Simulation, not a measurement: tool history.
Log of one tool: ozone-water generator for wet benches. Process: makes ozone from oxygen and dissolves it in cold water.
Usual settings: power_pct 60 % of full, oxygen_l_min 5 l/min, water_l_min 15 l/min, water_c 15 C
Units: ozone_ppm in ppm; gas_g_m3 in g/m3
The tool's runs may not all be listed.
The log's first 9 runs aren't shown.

run   hour  power_pct  oxygen_l_min  water_l_min  water_c  ozone_ppm  gas_g_m3
 10  235.9         85             5           15       15       28.3     295.1
 11  253.1         85             5           15       15       28.3     293.9
 12    282         85             5           15       15         28     293.9
     287.9  -- contactor cleaned
 13    315         85             5           15       15       27.3     293.5
 14  343.1         85             5           15       15       27.5       294
     360.9  -- contactor cleaned, once more
 15  369.3         85             5           15       15       29.2     292.6
 16  397.5         85             5           15       15       29.5     292.5
 17  432.7         85             5           15       15       29.5     292.1
 18    461         77          7.72           11       13       32.9     207.7
 19  486.5         41           5.2           17       15       13.6       148
 20  520.2         41           5.2           17       15       13.6     147.9
 21  553.7         59           5.2           17       10       20.3       205
 22  584.9         48             5           15        8       19.4     174.8
 23  607.7         48             5           15        8         19     172.9
 24  635.1         57             5           15       15       20.3     202.8
 25  672.2         57             5           15        9       22.5     202.6
 26    700         48          3.62           12        9       23.1     208.2
 27  738.4         60           2.8           15       10       22.2     293.1
 28  767.2         80           3.2           10       14       39.9     351.1
 29  792.3         60          8.34           10       15       26.4     159.9
 30  815.8         60          6.19           23       23       13.1       187
 31  845.1         60          6.19           10       23       23.5     190.5
 32  884.1         67          6.03           15       15       23.2     209.7
 33  921.8         43          8.03           15        8       17.3     118.9

Forecast each of these 4 alternatives for the next run:
  A  952.8         81             5            9       15          ?         ?
  B  952.8         48          8.75           15        8          ?         ?
  C  952.8         60          4.07           16       15          ?         ?
  D  952.8         66          8.03           16        7          ?         ?

run  ozone_ppm  gas_g_m3
  A       39.9     278.9
  B       18.5     126.6
  C       20.3     237.2
  D       24.5     177.7
Without the tool's hidden state the same runs would have given:
run  ozone_ppm  gas_g_m3
  A         41     283.1
  B       18.9     127.7
  C       20.8     239.9
  D       25.2     179.9
